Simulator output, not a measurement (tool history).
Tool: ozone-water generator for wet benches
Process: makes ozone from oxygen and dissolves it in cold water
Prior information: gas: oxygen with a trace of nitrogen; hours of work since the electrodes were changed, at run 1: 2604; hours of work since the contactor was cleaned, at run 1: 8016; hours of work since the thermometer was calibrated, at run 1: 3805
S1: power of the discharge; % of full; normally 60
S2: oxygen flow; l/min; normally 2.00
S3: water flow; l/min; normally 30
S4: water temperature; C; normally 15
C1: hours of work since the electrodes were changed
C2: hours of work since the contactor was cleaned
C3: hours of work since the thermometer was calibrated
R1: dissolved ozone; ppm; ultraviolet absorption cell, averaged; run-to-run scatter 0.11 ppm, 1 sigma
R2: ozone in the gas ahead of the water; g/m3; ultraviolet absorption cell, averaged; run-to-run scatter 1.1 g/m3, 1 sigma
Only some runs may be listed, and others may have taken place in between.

run    hour  S1    S2  S3  S4    C1    C2    C3   R1     R2
  1     0.0  60  2.00  30  15  2604  8016  3805  7.8  181.3
  2    87.8  85  2.00  30  15  2671  8084  3872  9.8  227.5
  3   182.9  85  2.00  30  15  2744  8157  3945  9.9  226.6
  4   293.2  85  2.00  30  15  2829  8241  4030  9.7  229.6
  5   366.7  85  2.00  30  15  2885  8297  4086  9.9  224.9
  6   476.7  60  2.00  30  15  2969  8382  4171  7.7  179.8
  7   588.2  60  2.00  45  15  3055  8467  4256  4.8  178.2
  8   649.8  60  2.00  30  11  3102  8515  4304  8.0  178.4
      698.6  -- water thermometer calibrated
  9   757.3  60  2.00  30  11  3184  8597    45  7.7  179.6
 10   876.9  60  2.00  30  15  3276  8688   137  7.8  178.8
 11   934.2  88  2.93  44  17  3320  8732   181  7.0  188.5
 12  1005.0  88  2.93  44  17  3374  8787   235  7.1  190.6
     1016.9  -- contactor cleaned
 13  1135.1  88  2.93  44  17  3471    91   332  6.9  189.7
 14  1253.4  88  2.93  35  17  3562   181   423  9.2  189.5
 15  1312.6  60  1.89  30  15  3607   227   468  7.6  183.3
 16  1412.9  60  1.89  30  15  3684   304   545  7.7  180.9
 17  1486.1  60  1.89  37  15  3740   360   601  5.8  181.5

What does the tool deliver on the next run?
 18  1595.2  60  1.09  45  12  3824  444  685   ?   ?

{"run 18": {"R1": 3.7, "R2": 242.1}}
With no hidden state in the tool, this same run would have given R1 4.1 ppm, R2 253.9 g/m3.

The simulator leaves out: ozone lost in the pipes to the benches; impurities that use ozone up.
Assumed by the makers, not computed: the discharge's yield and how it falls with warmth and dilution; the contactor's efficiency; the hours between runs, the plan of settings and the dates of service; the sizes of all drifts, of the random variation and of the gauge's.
